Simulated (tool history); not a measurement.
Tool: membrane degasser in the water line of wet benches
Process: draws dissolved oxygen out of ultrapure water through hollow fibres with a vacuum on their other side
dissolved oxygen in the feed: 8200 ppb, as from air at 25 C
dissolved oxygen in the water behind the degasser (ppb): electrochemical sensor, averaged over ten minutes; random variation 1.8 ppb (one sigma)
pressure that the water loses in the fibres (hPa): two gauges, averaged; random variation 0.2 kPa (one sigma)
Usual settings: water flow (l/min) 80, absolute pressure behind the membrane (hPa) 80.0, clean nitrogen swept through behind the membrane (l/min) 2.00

run   hour  water flow (l/min)  absolute pressure behind the membrane (hPa)  clean nitrogen swept through behind the membrane (l/min)  dissolved oxygen in the water behind the degasser (ppb)  pressure that the water loses in the fibres (hPa)
  1    0.0                  80                                         80.0                                                      2.00                                                    375.4                                              430.4
  2   33.1                  80                                         65.8                                                      2.00                                                    267.5                                              431.5
  3   65.3                  80                                         65.8                                                      2.00                                                    269.1                                              430.1
  4  119.9                  80                                        189.8                                                      2.00                                                   1119.2                                              430.1
  5  165.1                  80                                        189.8                                                      2.00                                                   1124.0                                              427.6
  6  228.9                  80                                         80.0                                                      3.02                                                    271.4                                              429.5
  7  297.0                  80                                         93.1                                                      3.02                                                    344.1                                              422.5
  8  366.7                  80                                         93.1                                                      3.02                                                    343.1                                              422.4
  9  401.6                  80                                         80.0                                                      2.00                                                    373.1                                              421.6
 10  467.0                  80                                         80.0                                                      2.00                                                    380.5                                              422.8
 11  517.5                  80                                         80.0                                                      2.00                                                    377.1                                              423.8
 12  554.7                  51                                        124.0                                                      3.61                                                    291.4                                              268.4
 13  617.7                  51                                        124.0                                                      3.61                                                    291.1                                              270.7
     676.7  -- gauge calibrated
 14  682.8                  72                                         61.2                                                      1.59                                                    255.2                                              388.7
 15  746.7                  95                                        167.8                                                      3.45                                                    742.4                                              511.1
 16  797.0                  73                                        125.7                                                      4.52                                                    336.0                                              392.5
 17  854.6                  54                                        108.7                                                      2.78                                                    322.7                                              288.6

Run 18 comes next. What will it give?
 18  895.7                  62                                        108.7                                                      2.78                                                        ?                                                  ?

Run 18 gave dissolved oxygen in the water behind the degasser (ppb) 364.6, pressure that the water loses in the fibres (hPa) 331.0.
Without the tool's hidden state the same run would have given dissolved oxygen in the water behind the degasser (ppb) 364.5, pressure that the water loses in the fibres (hPa) 333.9.
